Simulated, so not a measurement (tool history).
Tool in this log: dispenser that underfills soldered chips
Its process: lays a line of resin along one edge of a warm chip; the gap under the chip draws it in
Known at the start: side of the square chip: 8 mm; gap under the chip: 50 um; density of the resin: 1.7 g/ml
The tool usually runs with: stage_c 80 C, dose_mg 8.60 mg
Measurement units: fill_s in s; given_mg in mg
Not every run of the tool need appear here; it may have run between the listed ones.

run 1 day=0.000 | stage_c=80 dose_mg=8.60 | fill_s=117.3 given_mg=8.36
run 2 day=0.200 | stage_c=70 dose_mg=8.60 | fill_s=148.6 given_mg=8.23
run 3 day=0.346 | stage_c=70 dose_mg=8.60 | fill_s=185.1 given_mg=8.22
run 4 day=0.421 | stage_c=80 dose_mg=8.60 | fill_s=129.4 given_mg=8.22
run 5 day=0.542 | stage_c=67 dose_mg=8.60 | fill_s=178.7 given_mg=8.27
run 6 day=0.704 | stage_c=80 dose_mg=8.60 | fill_s=121.5 given_mg=8.31
run 7 day=0.817 | stage_c=80 dose_mg=8.60 | fill_s=143.0 given_mg=8.25
run 8 day=1.012 | stage_c=80 dose_mg=8.60 | fill_s=117.6 given_mg=8.20
run 9 day=1.171 | stage_c=80 dose_mg=8.60 | fill_s=143.8 given_mg=8.19
run 10 day=1.317 | stage_c=80 dose_mg=8.60 | fill_s=108.1 given_mg=8.17
run 11 day=1.496 | stage_c=76 dose_mg=9.37 | fill_s=169.2 given_mg=8.79
run 12 day=1.625 | stage_c=68 dose_mg=8.60 | fill_s=181.5 given_mg=8.07
run 13 day=1.800 | stage_c=68 dose_mg=8.60 | fill_s=234.6 given_mg=8.16
run 14 day=1.996 | stage_c=80 dose_mg=8.34 | fill_s=111.7 given_mg=7.89
run 15 day=2.150 | stage_c=80 dose_mg=8.34 | fill_s=141.4 given_mg=7.77
run 16 day=2.338 | stage_c=70 dose_mg=8.60 | fill_s=178.2 given_mg=7.92
run 17 day=2.442 | stage_c=66 dose_mg=7.74 | fill_s=256.9 given_mg=7.24
run 18 day=2.521 | stage_c=81 dose_mg=8.92 | fill_s=146.0 given_mg=8.36
run 19 day=2.638 | stage_c=83 dose_mg=9.98 | fill_s=93.4 given_mg=9.45

Missing from the log above: 8 entries noted between runs. For each, name the pair of listed runs it sits between and say how the tool's hidden condition differs from the listed run just before to the listed run just after:
Logged between run 1 and run 2: new syringe of resin (day 0.200)
  resin's viscosity, % of fresh resin's: 123.1 -> 99.7; dose that the valve gives, % of what is set: 96.67 -> 96.41; true chip temperature over the reading, C: -0.24 -> -0.27
  measured less the result without the state, fill_s: +23.4 -> +2.2 s; given_mg: -0.29 -> -0.31 mg
Logged between run 4 and run 5: new syringe of resin (day 0.533)
  resin's viscosity, % of fresh resin's: 136.3 -> 102.6; dose that the valve gives, % of what is set: 96.12 -> 95.97; true chip temperature over the reading, C: -0.3 -> -0.31
  measured less the result without the state, fill_s: +36.2 -> +8.0 s; given_mg: -0.34 -> -0.35 mg
Logged between run 7 and run 8: new syringe of resin (day 0.871)
  resin's viscosity, % of fresh resin's: 150.4 -> 121.3; dose that the valve gives, % of what is set: 95.62 -> 95.38; true chip temperature over the reading, C: -0.35 -> -0.37
  measured less the result without the state, fill_s: +50.1 -> +22.9 s; given_mg: -0.37 -> -0.40 mg
Logged between run 9 and run 10: new syringe of resin (day 1.217)
  resin's viscosity, % of fresh resin's: 151.4 -> 114.9; dose that the valve gives, % of what is set: 95.19 -> 95.01; true chip temperature over the reading, C: -0.39 -> -0.41
  measured less the result without the state, fill_s: +51.2 -> +16.3 s; given_mg: -0.42 -> -0.43 mg
Logged between run 11 and run 12: new syringe of resin (day 1.554)
  resin's viscosity, % of fresh resin's: 147.9 -> 110.2; dose that the valve gives, % of what is set: 94.79 -> 94.62; true chip temperature over the reading, C: -0.44 -> -0.45
  measured less the result without the state, fill_s: +57.7 -> +21.5 s; given_mg: -0.48 -> -0.47 mg
Logged between run 13 and run 14: new syringe of resin (day 1.896)
  resin's viscosity, % of fresh resin's: 141.1 -> 115.1; dose that the valve gives, % of what is set: 94.39 -> 94.15; true chip temperature over the reading, C: -0.47 -> -0.5
  measured less the result without the state, fill_s: +73.3 -> +17.8 s; given_mg: -0.49 -> -0.48 mg
Logged between run 15 and run 16: new syringe of resin (day 2.229)
  resin's viscosity, % of fresh resin's: 142.6 -> 117.6; dose that the valve gives, % of what is set: 93.97 -> 93.74; true chip temperature over the reading, C: -0.52 -> -0.54
  measured less the result without the state, fill_s: +45.6 -> +31.7 s; given_mg: -0.50 -> -0.54 mg
Logged between run 18 and run 19: new syringe of resin (day 2.571)
  resin's viscosity, % of fresh resin's: 152.2 -> 109.9; dose that the valve gives, % of what is set: 93.5 -> 93.35; true chip temperature over the reading, C: -0.57 -> -0.58
  measured less the result without the state, fill_s: +53.0 -> +10.9 s; given_mg: -0.58 -> -0.66 mg

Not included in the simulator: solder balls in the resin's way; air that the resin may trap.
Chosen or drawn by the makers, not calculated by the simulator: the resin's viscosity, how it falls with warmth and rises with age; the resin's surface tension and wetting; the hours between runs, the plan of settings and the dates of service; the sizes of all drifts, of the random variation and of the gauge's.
